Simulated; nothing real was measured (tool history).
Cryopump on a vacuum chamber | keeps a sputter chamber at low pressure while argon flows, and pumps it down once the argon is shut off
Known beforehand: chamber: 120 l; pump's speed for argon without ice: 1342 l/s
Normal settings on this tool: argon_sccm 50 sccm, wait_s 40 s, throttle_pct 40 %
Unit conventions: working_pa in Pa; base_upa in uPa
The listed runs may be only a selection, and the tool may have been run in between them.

Run 1, hour 0.0: usual settings. Result: working_pa 0.1585 Pa, base_upa 2.38 uPa.
Run 2, hour 22.5: usual settings. Result: working_pa 0.1602 Pa, base_upa 2.39 uPa.
Run 3, hour 36.2: usual settings. Result: working_pa 0.1589 Pa, base_upa 2.42 uPa.
Run 4, hour 58.1: usual settings. Result: working_pa 0.1600 Pa, base_upa 2.49 uPa.
Run 5, hour 80.4: usual settings. Result: working_pa 0.1606 Pa, base_upa 2.42 uPa.
Run 6, hour 98.7: usual settings. Result: working_pa 0.1613 Pa, base_upa 2.46 uPa.
Run 7, hour 118.4: usual settings. Result: working_pa 0.1612 Pa, base_upa 2.49 uPa.
Run 8, hour 132.0: usual settings. Result: working_pa 0.1634 Pa, base_upa 2.47 uPa.
Run 9, hour 154.4: usual settings but argon_sccm 84 sccm. Result: working_pa 0.2754 Pa, base_upa 2.44 uPa.
Run 10, hour 173.2: usual settings but argon_sccm 84 sccm. Result: working_pa 0.2769 Pa, base_upa 2.53 uPa.
Run 11, hour 183.0: usual settings. Result: working_pa 0.1644 Pa, base_upa 2.51 uPa.
Run 12, hour 201.0: usual settings but throttle_pct 46 %. Result: working_pa 0.1448 Pa, base_upa 2.60 uPa.
Run 13, hour 210.6: usual settings but throttle_pct 46 %. Result: working_pa 0.1444 Pa, base_upa 2.50 uPa.
Run 14, hour 227.8: usual settings but throttle_pct 46 %. Result: working_pa 0.1460 Pa, base_upa 2.63 uPa.
Run 15, hour 237.9: usual settings but throttle_pct 46 %. Result: working_pa 0.1451 Pa, base_upa 2.65 uPa.
Run 16, hour 252.4: usual settings but argon_sccm 89 sccm. Result: working_pa 0.2977 Pa, base_upa 2.63 uPa.
Run 17, hour 262.1: usual settings but argon_sccm 89 sccm. Result: working_pa 0.2993 Pa, base_upa 2.71 uPa.
Run 18, hour 274.5: usual settings but argon_sccm 89 sccm, wait_s 189 s, throttle_pct 22 %. Result: working_pa 0.5272 Pa, base_upa 1.86 uPa.
Run 19, hour 285.1: usual settings but throttle_pct 24 %. Result: working_pa 0.2715 Pa, base_upa 2.62 uPa.
Run 20, hour 306.5: usual settings but wait_s 102 s, throttle_pct 33 %. Result: working_pa 0.2027 Pa, base_upa 2.02 uPa.
Run 21, hour 322.1: usual settings but wait_s 102 s, throttle_pct 33 %. Result: working_pa 0.2034 Pa, base_upa 2.16 uPa.
Run 22, hour 343.5: usual settings but wait_s 59 s, throttle_pct 56 %. Result: working_pa 0.1261 Pa, base_upa 2.32 uPa.
Run 23, hour 363.6: usual settings but argon_sccm 78 sccm, wait_s 123 s, throttle_pct 15 %. Result: working_pa 0.6755 Pa, base_upa 2.05 uPa.
Run 24, hour 380.3: usual settings but argon_sccm 78 sccm, wait_s 123 s, throttle_pct 15 %. Result: working_pa 0.6802 Pa, base_upa 2.10 uPa.
Run 25, hour 392.3: usual settings but argon_sccm 78 sccm, wait_s 123 s, throttle_pct 15 %. Result: working_pa 0.6771 Pa, base_upa 2.19 uPa.
Run 26, hour 405.9: usual settings but argon_sccm 78 sccm, wait_s 143 s, throttle_pct 58 %. Result: working_pa 0.1951 Pa, base_upa 2.10 uPa.
Run 27, hour 416.0: usual settings but argon_sccm 78 sccm, wait_s 143 s, throttle_pct 58 %. Result: working_pa 0.1949 Pa, base_upa 2.07 uPa.
Run 28, hour 434.7: usual settings but argon_sccm 78 sccm, wait_s 143 s, throttle_pct 58 %. Result: working_pa 0.1968 Pa, base_upa 2.15 uPa.
Run 29, hour 446.8: usual settings but argon_sccm 29 sccm, wait_s 165 s, throttle_pct 17 %. Result: working_pa 0.2259 Pa, base_upa 2.09 uPa.
Run 30, hour 457.4: usual settings but argon_sccm 43 sccm. Result: working_pa 0.1520 Pa, base_upa 2.86 uPa.
Run 31, hour 472.8: usual settings but argon_sccm 43 sccm, wait_s 30 s. Result: working_pa 0.1525 Pa, base_upa 3.23 uPa.
Run 32, hour 490.6: usual settings but argon_sccm 28 sccm, wait_s 57 s, throttle_pct 39 %. Result: working_pa 0.1023 Pa, base_upa 2.66 uPa.
Run 33, hour 500.8: usual settings but argon_sccm 28 sccm, wait_s 57 s, throttle_pct 39 %. Result: working_pa 0.1027 Pa, base_upa 2.71 uPa.
Run 34, hour 520.4: usual settings but argon_sccm 28 sccm, wait_s 57 s, throttle_pct 39 %. Result: working_pa 0.1023 Pa, base_upa 2.63 uPa.

Below, each run's measurement less what the same run would have read without the hidden state. Both values contain the same run-to-run variation, but the gauge's scatter may not be the same in both:
Hidden state at play: pump's speed, % of a pump's without ice; cold plate's temperature, K; leak into the chamber, uPa l/s; drift of the gauge itself on working_pa, %; drift of the gauge itself on base_upa, %.
run  working_pa  base_upa
  1     +0.0014     +1.15
  2     +0.0021     +1.17
  3     +0.0025     +1.17
  4     +0.0031     +1.23
  5     +0.0039     +1.21
  6     +0.0044     +1.25
  7     +0.0050     +1.27
  8     +0.0054     +1.26
  9     +0.0104     +1.28
 10     +0.0116     +1.32
 11     +0.0072     +1.30
 12     +0.0079     +1.36
 13     +0.0082     +1.32
 14     +0.0088     +1.38
 15     +0.0091     +1.43
 16     +0.0171     +1.40
 17     +0.0178     +1.44
 18     +0.0184     +1.42
 19     +0.0108     +1.41
 20     +0.0117     +1.45
 21     +0.0123     +1.52
 22     +0.0132     +1.48
 23     +0.0218     +1.51
 24     +0.0231     +1.55
 25     +0.0238     +1.59
 26     +0.0250     +1.58
 27     +0.0256     +1.57
 28     +0.0270     +1.64
 29     +0.0103     +1.63
 30     +0.0159     +1.66
 31     +0.0165     +1.67
 32     +0.0112     +1.72
 33     +0.0115     +1.75
 34     +0.0119     +1.74

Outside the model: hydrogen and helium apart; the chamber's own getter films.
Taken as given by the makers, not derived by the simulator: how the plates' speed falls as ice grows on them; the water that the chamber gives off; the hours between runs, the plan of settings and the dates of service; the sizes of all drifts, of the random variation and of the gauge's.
